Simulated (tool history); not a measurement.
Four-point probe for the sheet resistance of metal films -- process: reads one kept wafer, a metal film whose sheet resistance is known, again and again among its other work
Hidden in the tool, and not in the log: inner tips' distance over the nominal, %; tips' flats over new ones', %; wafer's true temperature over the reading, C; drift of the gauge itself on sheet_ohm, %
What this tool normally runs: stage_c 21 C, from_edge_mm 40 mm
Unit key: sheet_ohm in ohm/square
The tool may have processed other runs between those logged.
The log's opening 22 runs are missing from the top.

| run | day | stage_c | from_edge_mm | touches since the probe head was changed | hours of work since the stage's thermometer was calibrated | sheet_ohm |
|---|---|---|---|---|---|---|
| 23 | 16.971 | 21 | 40 | 9725 | 1225 | 0.124912 |
| 24 | 17.475 | 21 | 40 | 9951 | 1234 | 0.124915 |
| 25 | 18.654 | 21 | 7 | 10480 | 1253 | 0.125439 |
| 26 | 19.558 | 31 | 41 | 10885 | 1268 | 0.123522 |
| 27 | 20.467 | 31 | 41 | 11292 | 1283 | 0.123537 |
| 28 | 21.396 | 34 | 28 | 11708 | 1298 | 0.12315 |
|  | 21.483 | stage's thermometer calibrated |
| 29 | 22.225 | 32 | 75 | 12070 | 12 | 0.123383 |
| 30 | 22.996 | 26 | 6 | 12415 | 25 | 0.12497 |
| 31 | 23.804 | 22 | 4 | 12778 | 38 | 0.126441 |
| 32 | 24.367 | 35 | 27 | 13030 | 47 | 0.123027 |
|  | 24.579 | stage's thermometer calibrated, once more |
| 33 | 25.217 | 28 | 62 | 13402 | 10 | 0.123773 |
| 34 | 26.146 | 19 | 30 | 13819 | 26 | 0.125126 |
| 35 | 27.121 | 23 | 5 | 14254 | 42 | 0.125539 |
| 36 | 28.242 | 30 | 14 | 14756 | 60 | 0.123662 |
| 37 | 29.129 | 21 | 22 | 15156 | 74 | 0.124866 |
| 38 | 29.875 | 19 | 12 | 15489 | 87 | 0.125257 |
| 39 | 30.55 | 32 | 40 | 15791 | 98 | 0.123287 |

Estimate the outcome of run 40 from the log above:
| 40 | 31.633 | 29 | 9 | 16277 | 115 | ? |

sheet_ohm: 0.123989 ohm/square
Minus the tool's unlogged condition, the same run would have read sheet_ohm 0.124608 ohm/square.
